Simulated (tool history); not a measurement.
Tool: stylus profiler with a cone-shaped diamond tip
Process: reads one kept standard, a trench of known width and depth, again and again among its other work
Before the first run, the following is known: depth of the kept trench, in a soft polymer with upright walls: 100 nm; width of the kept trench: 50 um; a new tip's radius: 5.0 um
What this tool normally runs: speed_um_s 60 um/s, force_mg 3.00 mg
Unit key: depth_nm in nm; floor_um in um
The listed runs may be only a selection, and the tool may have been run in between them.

run,hour,speed_um_s,force_mg,depth_nm,floor_um
1,0.0,60,3.00,101.15,47.14
2,58.5,60,3.00,101.11,47.23
3,125.6,60,3.00,101.13,47.13
4,192.7,53,3.00,101.10,47.19
5,224.3,53,3.00,101.06,47.17
6,263.7,170,3.00,101.13,46.54
7,334.8,170,3.00,101.11,46.52
8,407.9,170,4.69,101.58,46.64
9,446.7,60,3.00,101.06,47.08
10,478.2,82,3.00,101.04,46.89
11,534.9,82,3.00,101.09,46.97
12,582.3,60,3.00,101.13,47.05
13,614.7,60,3.00,101.04,47.01
14,679.1,16,1.53,100.70,47.22
15,713.3,238,1.05,100.33,45.19
16,743.5,31,1.20,100.41,47.01
17,786.3,47,1.35,100.45,46.91
18,821.2,47,1.35,100.48,46.92
19,860.7,69,6.25,101.90,47.04
20,892.7,60,4.70,101.45,47.04
21,944.0,148,4.53,101.49,46.59
22,993.7,148,4.53,101.43,46.59
23,1050.4,148,4.53,101.43,46.56
24,1113.8,148,4.53,101.39,46.59
25,1161.6,148,4.53,101.43,46.50

Below are 5 alternative next runs, each starting from the tool's condition after run 25. Predict each:
A,1218.8,168,2.07,?,?
B,1218.8,60,5.54,?,?
C,1218.8,33,1.65,?,?
D,1218.8,55,3.00,?,?
E,1218.8,20,3.17,?,?

run,depth_nm,floor_um
A,100.82,46.05
B,101.61,46.89
C,100.44,46.97
D,100.88,46.91
E,101.12,47.03
Take away the tool's hidden state, keep each run's random variation, and the runs would have read:
run,depth_nm,floor_um
A,101.29,46.90
B,102.08,47.73
C,100.91,47.81
D,101.35,47.75
E,101.59,47.87
